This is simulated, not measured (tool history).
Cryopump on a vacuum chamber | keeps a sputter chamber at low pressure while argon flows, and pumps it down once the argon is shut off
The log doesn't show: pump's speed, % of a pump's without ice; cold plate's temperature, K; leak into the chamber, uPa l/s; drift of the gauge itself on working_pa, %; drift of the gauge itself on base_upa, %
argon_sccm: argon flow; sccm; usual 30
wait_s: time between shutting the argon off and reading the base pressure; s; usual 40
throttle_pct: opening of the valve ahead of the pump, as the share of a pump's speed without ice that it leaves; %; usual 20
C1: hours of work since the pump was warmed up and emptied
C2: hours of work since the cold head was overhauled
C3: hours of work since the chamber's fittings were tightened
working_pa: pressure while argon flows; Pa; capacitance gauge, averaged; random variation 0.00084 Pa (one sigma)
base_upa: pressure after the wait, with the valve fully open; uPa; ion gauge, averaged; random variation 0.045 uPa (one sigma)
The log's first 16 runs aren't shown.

Run 17, day 6.883: usual settings but argon_sccm 29 sccm; C1 548; C2 548; C3 339. Result: working_pa 0.1688 Pa, base_upa 3.14 uPa.
Run 18, day 7.142: usual settings but argon_sccm 29 sccm; C1 552; C2 552; C3 344. Result: working_pa 0.1695 Pa, base_upa 3.16 uPa.
Run 19, day 7.650: usual settings but argon_sccm 46 sccm, wait_s 225 s, throttle_pct 16 %; C1 561; C2 561; C3 353. Result: working_pa 0.3338 Pa, base_upa 1.11 uPa.
Run 20, day 8.262: usual settings but throttle_pct 45 %; C1 572; C2 572; C3 364. Result: working_pa 0.0820 Pa, base_upa 3.25 uPa.
Run 21, day 8.629: usual settings but argon_sccm 59 sccm, wait_s 115 s, throttle_pct 21 %; C1 579; C2 579; C3 370. Result: working_pa 0.3290 Pa, base_upa 1.58 uPa.
Run 22, day 8.954: usual settings but argon_sccm 20 sccm, wait_s 31 s, throttle_pct 21 %; C1 585; C2 585; C3 376. Result: working_pa 0.1125 Pa, base_upa 4.00 uPa.
Run 23, day 9.362: usual settings but argon_sccm 20 sccm, wait_s 31 s, throttle_pct 21 %; C1 592; C2 592; C3 383. Result: working_pa 0.1104 Pa, base_upa 3.92 uPa.
Run 24, day 9.758: usual settings but argon_sccm 20 sccm, wait_s 31 s, throttle_pct 47 %; C1 599; C2 599; C3 390. Result: working_pa 0.0519 Pa, base_upa 3.81 uPa.
Run 25, day 10.033: usual settings but argon_sccm 20 sccm, wait_s 31 s, throttle_pct 47 %; C1 604; C2 604; C3 395. Result: working_pa 0.0532 Pa, base_upa 3.93 uPa.
Run 26, day 10.396: usual settings but argon_sccm 15 sccm, wait_s 42 s, throttle_pct 30 %; C1 610; C2 610; C3 402. Result: working_pa 0.0598 Pa, base_upa 3.08 uPa.
Run 27, day 10.992: usual settings but argon_sccm 15 sccm, wait_s 42 s, throttle_pct 30 %; C1 621; C2 621; C3 412. Result: working_pa 0.0603 Pa, base_upa 3.06 uPa.
Run 28, day 11.325: usual settings but argon_sccm 15 sccm, wait_s 42 s, throttle_pct 30 %; C1 627; C2 627; C3 418. Result: working_pa 0.0600 Pa, base_upa 3.11 uPa.
Run 29, day 11.604: usual settings but argon_sccm 39 sccm, wait_s 26 s, throttle_pct 38 %; C1 632; C2 632; C3 423. Result: working_pa 0.1248 Pa, base_upa 4.42 uPa.
Run 30, day 11.971: usual settings but argon_sccm 39 sccm, wait_s 84 s, throttle_pct 38 %; C1 638; C2 638; C3 430. Result: working_pa 0.1253 Pa, base_upa 1.92 uPa.
Run 31, day 12.396: usual settings but argon_sccm 24 sccm, wait_s 65 s, throttle_pct 27 %; C1 646; C2 646; C3 437. Result: working_pa 0.1070 Pa, base_upa 2.36 uPa.
Run 32, day 12.788: usual settings but throttle_pct 44 %; C1 653; C2 653; C3 444. Result: working_pa 0.0851 Pa, base_upa 3.23 uPa.
Run 33, day 13.317: usual settings but throttle_pct 44 %; C1 662; C2 662; C3 454. Result: working_pa 0.0842 Pa, base_upa 3.29 uPa.
Run 34, day 13.658: usual settings but throttle_pct 44 %; C1 669; C2 669; C3 460. Result: working_pa 0.0854 Pa, base_upa 3.24 uPa.

Forecast each of these 3 alternatives for the next run:
Run A, day 14.262: usual settings but argon_sccm 19 sccm, wait_s 20 s; C1 679; C2 679; C3 471. Result: working_pa ?, base_upa ?.
Run B, day 14.262: usual settings but argon_sccm 50 sccm, wait_s 37 s, throttle_pct 15 %; C1 679; C2 679; C3 471. Result: working_pa ?, base_upa ?.
Run C, day 14.262: usual settings but argon_sccm 53 sccm, wait_s 29 s, throttle_pct 49 %; C1 679; C2 679; C3 471. Result: working_pa ?, base_upa ?.

run  working_pa  base_upa
  A      0.1129      5.72
  B      0.3865      3.51
  C      0.1355      4.29
Without the tool's hidden state the same runs would have given:
run  working_pa  base_upa
  A      0.1082      5.09
  B      0.3743      2.88
  C      0.1225      3.65

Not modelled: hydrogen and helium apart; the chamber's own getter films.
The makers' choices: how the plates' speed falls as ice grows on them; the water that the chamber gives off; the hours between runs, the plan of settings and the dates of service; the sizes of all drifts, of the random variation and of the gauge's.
